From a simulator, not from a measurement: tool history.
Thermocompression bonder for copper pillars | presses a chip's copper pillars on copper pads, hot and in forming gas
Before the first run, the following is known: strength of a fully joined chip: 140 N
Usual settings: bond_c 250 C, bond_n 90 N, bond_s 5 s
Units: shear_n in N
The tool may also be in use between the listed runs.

run   hour  bond_c  bond_n  bond_s  shear_n
  1      0     250      90       5     76.6
  2      9     250      90       5     76.9
  3   17.9     250      90       5       77
  4   24.4     250      90       5     77.3
  5   36.5     250      90       5     76.9
  6   47.3     250      90       5     77.1
  7   54.3     250      90       5       76
  8   66.3     250      90       5     76.1
  9   74.7     250      90       5     76.3
 10   83.9     250      90       5     76.8
 11   91.8     250      90       5     77.7
 12    102     250      90       5     76.6
 13  108.2     250      90       5     76.8
 14  118.1     250      96       5     79.9
 15  128.6     250      96       5     80.1
 16  141.2     220      96       5     49.5
 17  148.6     220      96       5     49.6
 18  159.1     220      96       5     48.7
 19  170.9     261      96       5       91
     174.1  -- heater calibrated with a thermocouple chip
 20  178.2     261      96       5     92.5
 21  183.3     224      81       7     52.9
 22  195.2     224      81       7     52.2
 23    205     250      58       4       49
 24    214     267      72       5     80.8
     227.4  -- heater calibrated with a thermocouple chip, once more
 25  228.4     267      70       5     76.8
 26  236.6     267      70       5     75.1
 27  246.9     225      71       3     30.5
     252.2  -- forming gas filter changed
 28  258.4     264     124       8    119.9
 29  263.8     221     101       8     62.7
 30    275     250      90       4       71
 31  286.1     260     131       6    113.1
 32  297.5     273      64       5     80.1
 33  307.4     273      64       5     80.5
 34  314.5     242      90       5     68.8
 35  322.2     235      90       8     72.5
 36  330.7     264      90       7    100.2
 37  336.7     239     121       5     81.1
 38    347     227      70       4     36.9
 39  354.9     227      70       4     37.9
 40  366.2     236     107       5     71.4

How would selected steps in shear_n from run to run divide? Give the signed amount a tool lacking its hidden state would still show from settings, what came in and random variation, and the signed amount left for the hidden state, including any gauge scatter that is not in both of the compared results.
Hidden state at play: true temperature of the bond over the reading, C; force that reaches the chip, % of what is set; oxide that the forming gas leaves, % of the face; drift of the gauge itself on shear_n, %.
Run 24 -> 25: bond_n 72 -> 70, heater calibrated with a thermocouple chip, once more. shear_n -4 N: hidden state -3.5, all else -0.5.
Run 26 -> 27: bond_c 267 -> 225, bond_n 70 -> 71, bond_s 5 -> 3. shear_n -44.6 N: hidden state +1.5, all else -46.1.
Run 27 -> 28: bond_c 225 -> 264, bond_n 71 -> 124, bond_s 3 -> 8, forming gas filter changed. shear_n +89.4 N: hidden state +1.5, all else +87.9.
Run 28 -> 29: bond_c 264 -> 221, bond_n 124 -> 101. shear_n -57.2 N: hidden state +0.3, all else -57.5.
